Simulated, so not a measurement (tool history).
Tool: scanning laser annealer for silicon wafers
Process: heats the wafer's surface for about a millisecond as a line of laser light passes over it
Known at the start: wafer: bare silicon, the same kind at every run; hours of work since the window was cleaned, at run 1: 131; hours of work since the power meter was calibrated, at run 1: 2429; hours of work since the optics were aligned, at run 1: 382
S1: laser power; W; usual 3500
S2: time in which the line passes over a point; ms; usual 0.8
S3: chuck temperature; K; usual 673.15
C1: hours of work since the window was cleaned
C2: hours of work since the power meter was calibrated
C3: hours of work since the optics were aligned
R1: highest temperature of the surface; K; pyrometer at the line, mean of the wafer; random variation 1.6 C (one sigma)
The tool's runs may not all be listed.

run	hour	S1	S2	S3	C1	C2	C3	R1
1	0	3500	0.8	673.15	131	2429	382	1439.15
2	66.1	3500	0.8	673.15	181	2479	432	1440.15
3	136.1	3500	0.8	673.15	233	2531	484	1438.15
4	196.1	3500	0.8	673.15	278	2576	529	1436.15
5	260.6	3500	0.8	673.15	326	2624	577	1436.15
6	349.3	3500	0.8	673.15	392	2690	643	1434.15
7	405	3500	0.8	673.15	434	2732	685	1434.15
8	466.4	3500	0.8	673.15	480	2778	731	1427.15
# hour 561.2: optics aligned, line set to its width
9	564.6	3500	0.605	673.15	550	2847	3	1335.15
10	627.9	3500	0.8	648.15	597	2895	50	1410.15
11	674.5	3455	0.8	673.15	632	2930	85	1425.15
12	767.1	3455	0.8	673.15	701	2999	154	1419.15
13	848.7	3783	0.8	673.15	762	3060	215	1504.15
14	888.4	3783	0.8	673.15	792	3089	245	1502.15
# hour 955.4: window over the wafer cleaned
15	969.2	3500	0.8	673.15	10	3148	303	1423.15
16	1045.9	3500	0.8	673.15	68	3206	361	1417.15
17	1090.3	3500	0.8	673.15	101	3239	394	1416.15
18	1135.9	3500	0.8	673.15	135	3273	428	1415.15
19	1226.1	3500	0.8	673.15	202	3340	495	1412.15
20	1292.4	3500	0.8	673.15	252	3390	545	1412.15
21	1385.8	3304	0.835	637.15	322	3460	615	1339.15
22	1457.6	3109	0.923	637.15	375	3513	668	1323.15
23	1537.4	3109	0.923	637.15	435	3573	728	1321.15
# hour 1545.4: window over the wafer cleaned, once more
24	1581.5	3109	0.923	637.15	27	3604	760	1358.15
# hour 1634.2: optics aligned, line set to its width
25	1646.6	3500	0.924	652.15	72	3649	9	1490.15
26	1723.4	3458	0.831	673.15	129	3707	67	1456.15
27	1803.6	3590	0.892	695.15	189	3767	127	1542.15
28	1864	3463	0.699	663.15	234	3812	172	1378.15
29	1911	3723	0.76	643.15	269	3847	207	1452.15
30	1958.1	3723	0.76	643.15	305	3882	242	1451.15
31	2022.9	3723	0.76	643.15	353	3931	291	1451.15
32	2112.8	3723	0.561	643.15	420	3998	358	1334.15
33	2154.9	3081	0.8	645.15	452	4029	389	1306.15
34	2214.6	3081	0.8	645.15	496	4074	434	1303.15
35	2269.8	3520	0.941	649.15	538	4115	475	1486.15
36	2330.7	3520	0.941	649.15	583	4161	521	1483.15
37	2385.6	3779	0.8	675.15	624	4202	562	1511.15
38	2442.1	3580	0.8	640.15	666	4244	604	1422.15
39	2524	2996	0.8	673.15	728	4305	665	1305.15
40	2610.9	3665	0.8	645.15	793	4370	730	1444.15

Forecast each of these 3 alternatives for the next run:
# hour 2671.8: window over the wafer cleaned
A	2674.7	3237	0.739	645.15	2	4416	776	?
# hour 2671.8: window over the wafer cleaned
B	2674.7	3698	0.641	682.15	2	4416	776	?
# hour 2671.8: window over the wafer cleaned
C	2674.7	3779	0.747	697.15	2	4416	776	?

run	R1
A	1325.15
B	1425.15
C	1521.15
Without the tool's hidden state the same runs would have given:
run	R1
A	1314.15
B	1414.15
C	1509.15

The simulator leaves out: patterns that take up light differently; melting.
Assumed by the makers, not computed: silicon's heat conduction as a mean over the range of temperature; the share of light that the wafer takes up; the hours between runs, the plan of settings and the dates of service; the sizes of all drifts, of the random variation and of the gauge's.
